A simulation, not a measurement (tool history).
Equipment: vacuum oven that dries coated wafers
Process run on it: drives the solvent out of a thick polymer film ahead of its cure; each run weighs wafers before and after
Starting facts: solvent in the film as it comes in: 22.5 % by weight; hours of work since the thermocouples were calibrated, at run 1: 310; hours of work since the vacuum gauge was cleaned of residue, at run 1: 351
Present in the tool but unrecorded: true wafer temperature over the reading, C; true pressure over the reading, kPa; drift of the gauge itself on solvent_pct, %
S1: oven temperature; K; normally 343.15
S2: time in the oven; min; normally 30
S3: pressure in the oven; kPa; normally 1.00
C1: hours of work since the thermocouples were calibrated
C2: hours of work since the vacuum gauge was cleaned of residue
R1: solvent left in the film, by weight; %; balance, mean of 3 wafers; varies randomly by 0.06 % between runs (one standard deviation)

{"run": 1, "hour": 0.0, "S1": 343.15, "S2": 30, "S3": 1.0, "C1": 310, "C2": 351, "R1": 3.48}
{"run": 2, "hour": 28.3, "S1": 343.15, "S2": 30, "S3": 1.0, "C1": 322, "C2": 363, "R1": 3.55}
{"run": 3, "hour": 82.4, "S1": 346.15, "S2": 30, "S3": 1.0, "C1": 344, "C2": 385, "R1": 2.68}
{"run": 4, "hour": 137.7, "S1": 349.15, "S2": 30, "S3": 1.0, "C1": 366, "C2": 407, "R1": 2.08}
{"run": 5, "hour": 193.2, "S1": 349.15, "S2": 30, "S3": 1.0, "C1": 389, "C2": 430, "R1": 2.18}
{"run": 6, "hour": 237.1, "S1": 349.15, "S2": 30, "S3": 1.0, "C1": 407, "C2": 448, "R1": 2.09}
{"run": 7, "hour": 263.8, "S1": 349.15, "S2": 30, "S3": 0.66, "C1": 418, "C2": 459, "R1": 1.62}
{"run": 8, "hour": 313.2, "S1": 349.15, "S2": 30, "S3": 0.66, "C1": 438, "C2": 479, "R1": 1.77}
{"run": 9, "hour": 360.7, "S1": 331.15, "S2": 30, "S3": 0.66, "C1": 457, "C2": 499, "R1": 7.67}
{"run": 10, "hour": 415.2, "S1": 331.15, "S2": 30, "S3": 0.66, "C1": 480, "C2": 521, "R1": 7.56}
{"run": 11, "hour": 441.7, "S1": 331.15, "S2": 30, "S3": 0.66, "C1": 490, "C2": 532, "R1": 7.68}
{"run": 12, "hour": 473.0, "S1": 331.15, "S2": 30, "S3": 0.66, "C1": 503, "C2": 544, "R1": 7.6}
{"run": 13, "hour": 515.8, "S1": 348.15, "S2": 54, "S3": 2.63, "C1": 521, "C2": 562, "R1": 3.95}
{"run": 14, "hour": 542.4, "S1": 333.15, "S2": 38, "S3": 2.63, "C1": 532, "C2": 573, "R1": 9.96}
{"run": 15, "hour": 569.4, "S1": 333.15, "S2": 38, "S3": 2.63, "C1": 543, "C2": 584, "R1": 9.89}
{"run": 16, "hour": 623.1, "S1": 333.15, "S2": 38, "S3": 2.63, "C1": 565, "C2": 606, "R1": 9.9}
{"run": 17, "hour": 686.1, "S1": 333.15, "S2": 38, "S3": 2.63, "C1": 590, "C2": 631, "R1": 9.68}
{"run": 18, "hour": 737.0, "S1": 339.15, "S2": 30, "S3": 1.5, "C1": 611, "C2": 652, "R1": 5.91}
{"run": 19, "hour": 771.7, "S1": 331.15, "S2": 29, "S3": 1.06, "C1": 625, "C2": 666, "R1": 8.97}
{"run": 20, "hour": 827.4, "S1": 331.15, "S2": 29, "S3": 1.06, "C1": 648, "C2": 689, "R1": 8.82}
{"run": 21, "hour": 853.9, "S1": 329.15, "S2": 19, "S3": 0.89, "C1": 659, "C2": 700, "R1": 11.94}
{"run": 22, "hour": 891.4, "S1": 342.15, "S2": 30, "S3": 0.63, "C1": 674, "C2": 715, "R1": 3.33}
{"run": 23, "hour": 938.8, "S1": 352.15, "S2": 16, "S3": 1.16, "C1": 693, "C2": 735, "R1": 3.65}

5 options for the next run, each taken on its own from the tool as it stands now. Forecast them:
{"run": "A", "hour": 978.6, "S1": 345.15, "S2": 16, "S3": 1.16, "C1": 710, "C2": 751, "R1": "?"}
{"run": "B", "hour": 978.6, "S1": 344.15, "S2": 16, "S3": 3.44, "C1": 710, "C2": 751, "R1": "?"}
{"run": "C", "hour": 978.6, "S1": 352.15, "S2": 23, "S3": 2.52, "C1": 710, "C2": 751, "R1": "?"}
{"run": "D", "hour": 978.6, "S1": 340.15, "S2": 23, "S3": 1.16, "C1": 710, "C2": 751, "R1": "?"}
{"run": "E", "hour": 978.6, "S1": 343.15, "S2": 30, "S3": 1.0, "C1": 710, "C2": 751, "R1": "?"}

run=A R1=6.17
run=B R1=9.48
run=C R1=3.97
run=D R1=6.28
run=E R1=3.67
Without the tool's unlogged condition, the same runs would have read:
run=A R1=5.88
run=B R1=9.20
run=C R1=3.68
run=D R1=5.89
run=E R1=3.25

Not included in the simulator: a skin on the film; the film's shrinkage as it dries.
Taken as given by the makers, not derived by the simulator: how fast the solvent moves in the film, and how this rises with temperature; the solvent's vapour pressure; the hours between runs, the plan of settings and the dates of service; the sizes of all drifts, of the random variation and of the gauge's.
